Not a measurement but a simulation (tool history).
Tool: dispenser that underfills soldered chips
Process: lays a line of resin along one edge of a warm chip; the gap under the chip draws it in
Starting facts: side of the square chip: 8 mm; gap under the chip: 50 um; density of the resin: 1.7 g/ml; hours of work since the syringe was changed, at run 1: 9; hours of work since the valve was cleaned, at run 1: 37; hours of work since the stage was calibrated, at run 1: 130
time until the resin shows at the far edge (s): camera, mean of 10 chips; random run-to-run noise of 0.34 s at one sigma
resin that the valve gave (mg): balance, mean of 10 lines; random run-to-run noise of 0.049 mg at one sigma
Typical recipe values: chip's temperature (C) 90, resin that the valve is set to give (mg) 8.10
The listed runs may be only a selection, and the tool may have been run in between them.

run  hour  chip's temperature (C)  resin that the valve is set to give (mg)  hours of work since the syringe was changed  hours of work since the valve was cleaned  hours of work since the stage was calibrated  time until the resin shows at the far edge (s)  resin that the valve gave (mg)
  1   0.0                      90                                      8.10                                            9                                         37                                           130                                            27.6                            7.90
      1.8  -- new syringe of resin
  2   6.0                      90                                      8.10                                            3                                         41                                           133                                            20.2                            7.98
  3  10.9                      90                                     10.50                                            6                                         44                                           137                                            23.0                           10.29
  4  15.6                      90                                     10.50                                            9                                         47                                           140                                            26.7                           10.29
     17.8  -- new syringe of resin
  5  23.2                      90                                     10.50                                            4                                         52                                           144                                            20.1                           10.30
  6  31.3                     102                                      9.71                                            9                                         57                                           150                                            16.4                            9.52
     33.6  -- new syringe of resin
  7  40.2                      86                                      9.48                                            4                                         62                                           155                                            25.0                            9.15
  8  48.6                      86                                      9.48                                           10                                         68                                           161                                            33.9                            9.13

Run 9 is up next; what results do you expect?
     49.4  -- new syringe of resin
  9  53.1                      84                                      7.41                                            2                                         71                                           163                                               ?                               ?

Run 9 gave time until the resin shows at the far edge (s) 25.7, resin that the valve gave (mg) 7.17.
If the tool had no hidden condition, the same run with the same run-to-run variation would have returned time until the resin shows at the far edge (s) 21.4, resin that the valve gave (mg) 7.42.
